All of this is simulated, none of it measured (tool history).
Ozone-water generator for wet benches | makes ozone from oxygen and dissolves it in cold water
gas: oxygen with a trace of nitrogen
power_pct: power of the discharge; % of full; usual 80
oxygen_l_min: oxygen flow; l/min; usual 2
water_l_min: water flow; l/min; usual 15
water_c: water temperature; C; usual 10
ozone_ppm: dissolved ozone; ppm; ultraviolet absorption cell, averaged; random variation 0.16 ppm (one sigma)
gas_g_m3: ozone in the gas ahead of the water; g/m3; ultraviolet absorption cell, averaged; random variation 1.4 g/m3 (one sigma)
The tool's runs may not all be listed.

Run 1, hour 0: usual settings. Result: ozone_ppm 20.5 ppm, gas_g_m3 253.7 g/m3.
Run 2, hour 81.3: usual settings. Result: ozone_ppm 20.4 ppm, gas_g_m3 254.7 g/m3.
Run 3, hour 207.6: usual settings. Result: ozone_ppm 20.2 ppm, gas_g_m3 255.5 g/m3.
Run 4, hour 303.4: usual settings but water_c 14 C. Result: ozone_ppm 19.5 ppm, gas_g_m3 250.6 g/m3.
Run 5, hour 429.9: usual settings but water_c 6 C. Result: ozone_ppm 20.7 ppm, gas_g_m3 247.9 g/m3.
Run 6, hour 505.4: usual settings but water_c 6 C. Result: ozone_ppm 20.8 ppm, gas_g_m3 247.1 g/m3.
Run 7, hour 567.5: usual settings but water_c 9 C. Result: ozone_ppm 20.2 ppm, gas_g_m3 247.3 g/m3.
Run 8, hour 666.2: usual settings but water_c 9 C. Result: ozone_ppm 20.1 ppm, gas_g_m3 244.1 g/m3.
Run 9, hour 737.2: usual settings but water_l_min 12 l/min. Result: ozone_ppm 24.5 ppm, gas_g_m3 244.6 g/m3.
Run 10, hour 843.1: usual settings but water_l_min 12 l/min. Result: ozone_ppm 24.6 ppm, gas_g_m3 245 g/m3.
Run 11, hour 911.7: usual settings but water_l_min 12 l/min. Result: ozone_ppm 24.2 ppm, gas_g_m3 242.8 g/m3.
Run 12, hour 1021.4: usual settings but water_l_min 12 l/min. Result: ozone_ppm 24.2 ppm, gas_g_m3 239.6 g/m3.
Run 13, hour 1102.9: usual settings. Result: ozone_ppm 19.3 ppm, gas_g_m3 239.9 g/m3.
Run 14, hour 1164.4: usual settings. Result: ozone_ppm 18.9 ppm, gas_g_m3 241.1 g/m3.
Run 15, hour 1263.6: usual settings. Result: ozone_ppm 19 ppm, gas_g_m3 236.4 g/m3.
Run 16, hour 1350.6: usual settings. Result: ozone_ppm 18.8 ppm, gas_g_m3 235.4 g/m3.
Run 17, hour 1408: usual settings but water_c 12 C. Result: ozone_ppm 18.2 ppm, gas_g_m3 235.2 g/m3.
Run 18, hour 1486.2: usual settings but water_c 12 C. Result: ozone_ppm 18.2 ppm, gas_g_m3 236.4 g/m3.
Run 19, hour 1613.2: usual settings but water_c 12 C. Result: ozone_ppm 18.5 ppm, gas_g_m3 233.1 g/m3.
At hour 1627.1: contactor cleaned.
Run 20, hour 1711.8: usual settings but power_pct 46 % of full, water_l_min 20 l/min, water_c 15 C. Result: ozone_ppm 8.8 ppm, gas_g_m3 161.8 g/m3.
Run 21, hour 1801.7: usual settings but power_pct 57 % of full, oxygen_l_min 1.18 l/min, water_l_min 9 l/min, water_c 8 C. Result: ozone_ppm 21.3 ppm, gas_g_m3 235.7 g/m3.
Run 22, hour 1911.5: usual settings but power_pct 57 % of full, oxygen_l_min 1.18 l/min, water_l_min 9 l/min, water_c 8 C. Result: ozone_ppm 21.2 ppm, gas_g_m3 234 g/m3.
Run 23, hour 2022.7: usual settings but power_pct 57 % of full, oxygen_l_min 1.18 l/min, water_l_min 9 l/min, water_c 8 C. Result: ozone_ppm 21.1 ppm, gas_g_m3 234.9 g/m3.
At hour 2065.5: contactor cleaned, once more.
Run 24, hour 2090.1: usual settings but power_pct 66 % of full, water_l_min 20 l/min. Result: ozone_ppm 11.8 ppm, gas_g_m3 199.7 g/m3.
Run 25, hour 2148.6: usual settings but oxygen_l_min 2.22 l/min, water_c 18 C. Result: ozone_ppm 17.5 ppm, gas_g_m3 213.9 g/m3.
Run 26, hour 2229: usual settings but oxygen_l_min 3.52 l/min, water_c 14 C. Result: ozone_ppm 20 ppm, gas_g_m3 174 g/m3.
Run 27, hour 2305.9: usual settings but oxygen_l_min 3.52 l/min, water_c 14 C. Result: ozone_ppm 20 ppm, gas_g_m3 171.5 g/m3.
Run 28, hour 2402.1: usual settings but oxygen_l_min 2.65 l/min. Result: ozone_ppm 19.2 ppm, gas_g_m3 192.9 g/m3.
Run 29, hour 2532.5: usual settings but oxygen_l_min 1.63 l/min, water_c 8 C. Result: ozone_ppm 16.9 ppm, gas_g_m3 243.9 g/m3.
Run 30, hour 2642.9: usual settings but oxygen_l_min 1.63 l/min, water_c 8 C. Result: ozone_ppm 17.1 ppm, gas_g_m3 240.3 g/m3.
Run 31, hour 2717.8: usual settings but oxygen_l_min 1.1 l/min, water_l_min 10 l/min. Result: ozone_ppm 21.9 ppm, gas_g_m3 287.7 g/m3.
Run 32, hour 2818.2: usual settings but power_pct 91 % of full, water_c 6 C. Result: ozone_ppm 19.7 ppm, gas_g_m3 233.4 g/m3.
Run 33, hour 2929.7: usual settings but power_pct 84 % of full, oxygen_l_min 2.51 l/min. Result: ozone_ppm 18.8 ppm, gas_g_m3 199.8 g/m3.
At hour 2970.6: water thermometer calibrated.
Run 34, hour 3006.8: usual settings but oxygen_l_min 1.44 l/min, water_c 6 C. Result: ozone_ppm 16.1 ppm, gas_g_m3 250 g/m3.

Forecast each of these 3 alternatives for the next run:
Run A, hour 3101.9: usual settings but water_c 16 C. Result: ozone_ppm ?, gas_g_m3 ?.
Run B, hour 3101.9: usual settings but oxygen_l_min 2.93 l/min, water_l_min 19 l/min, water_c 7 C. Result: ozone_ppm ?, gas_g_m3 ?.
Run C, hour 3101.9: usual settings but oxygen_l_min 1.44 l/min, water_l_min 11 l/min, water_c 6 C. Result: ozone_ppm ?, gas_g_m3 ?.

run  ozone_ppm  gas_g_m3
  A       16.4     211.8
  B       15.2     178.5
  C         22     246.6
Without the tool's hidden state the same runs would have given:
run  ozone_ppm  gas_g_m3
  A       19.9     254.2
  B       18.5     214.2
  C       26.7       296
